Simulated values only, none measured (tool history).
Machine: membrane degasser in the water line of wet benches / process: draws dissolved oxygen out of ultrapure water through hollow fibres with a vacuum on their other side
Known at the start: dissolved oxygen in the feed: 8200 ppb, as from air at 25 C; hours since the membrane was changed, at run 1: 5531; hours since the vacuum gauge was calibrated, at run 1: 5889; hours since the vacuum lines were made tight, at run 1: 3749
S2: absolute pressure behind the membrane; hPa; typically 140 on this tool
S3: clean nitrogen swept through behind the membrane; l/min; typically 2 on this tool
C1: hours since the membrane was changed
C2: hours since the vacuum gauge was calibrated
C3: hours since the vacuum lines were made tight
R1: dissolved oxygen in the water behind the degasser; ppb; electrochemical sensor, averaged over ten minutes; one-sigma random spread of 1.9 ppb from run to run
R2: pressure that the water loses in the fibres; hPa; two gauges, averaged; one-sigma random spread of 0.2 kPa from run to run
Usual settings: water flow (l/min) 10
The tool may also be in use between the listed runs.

Run 1, hour 0: usual settings; C1 5531; C2 5889; C3 3749. Result: R1 223.4 ppb, R2 488.5 hPa.
Run 2, hour 364.4: usual settings; C1 5895; C2 6253; C3 4113. Result: R1 230 ppb, R2 496.2 hPa.
Run 3, hour 512.1: usual settings; C1 6043; C2 6401; C3 4261. Result: R1 225.4 ppb, R2 493.4 hPa.
Run 4, hour 682.6: usual settings; C1 6214; C2 6572; C3 4431. Result: R1 228.6 ppb, R2 495.4 hPa.
Run 5, hour 895.2: usual settings but S3 4.34 l/min; C1 6426; C2 6784; C3 4644. Result: R1 157.5 ppb, R2 498.3 hPa.
Run 6, hour 1129.9: usual settings but water flow (l/min) 9; C1 6661; C2 7019; C3 4879. Result: R1 190.6 ppb, R2 452.2 hPa.
Run 7, hour 1290.9: usual settings but water flow (l/min) 9; C1 6822; C2 7180; C3 5040. Result: R1 194 ppb, R2 448.4 hPa.
At hour 1359.3: seals of the vacuum lines changed.
Run 8, hour 1588.6: usual settings but water flow (l/min) 6, S2 209 hPa, S3 5.66 l/min; C1 7118; C2 7476; C3 229. Result: R1 56.2 ppb, R2 301.3 hPa.
At hour 1618.5: vacuum gauge calibrated.
Run 9, hour 1934.9: usual settings but water flow (l/min) 15, S2 171 hPa, S3 2.06 l/min; C1 7463; C2 316; C3 575. Result: R1 592 ppb, R2 761.3 hPa.
Run 10, hour 2088.1: usual settings but water flow (l/min) 15, S2 118 hPa, S3 2.06 l/min; C1 7617; C2 470; C3 728. Result: R1 512.6 ppb, R2 759.9 hPa.
Run 11, hour 2295.2: usual settings but water flow (l/min) 15, S2 118 hPa, S3 2.06 l/min; C1 7824; C2 677; C3 935. Result: R1 516.6 ppb, R2 760.4 hPa.

Below, some changes in R1 between adjacent runs. For each, the amount present without the hidden state too (settings, incoming material, random variation) and the amount remaining for the hidden state with gauge scatter not shared by both compared results:
The tool's hidden condition here consists of: membrane still open, %; true pressure behind the membrane over the reading, kPa; air that leaks in behind the membrane, l/min; drift of the gauge itself on oxygen_ppb, %; drift of the gauge itself on loss_of_pressure_kpa, %.
Run 8 -> 9: water flow (l/min) 6 -> 15, S2 209 -> 171, S3 5.66 -> 2.06, vacuum gauge calibrated. R1 +535.8 ppb: hidden state +114.4, all else +421.4.

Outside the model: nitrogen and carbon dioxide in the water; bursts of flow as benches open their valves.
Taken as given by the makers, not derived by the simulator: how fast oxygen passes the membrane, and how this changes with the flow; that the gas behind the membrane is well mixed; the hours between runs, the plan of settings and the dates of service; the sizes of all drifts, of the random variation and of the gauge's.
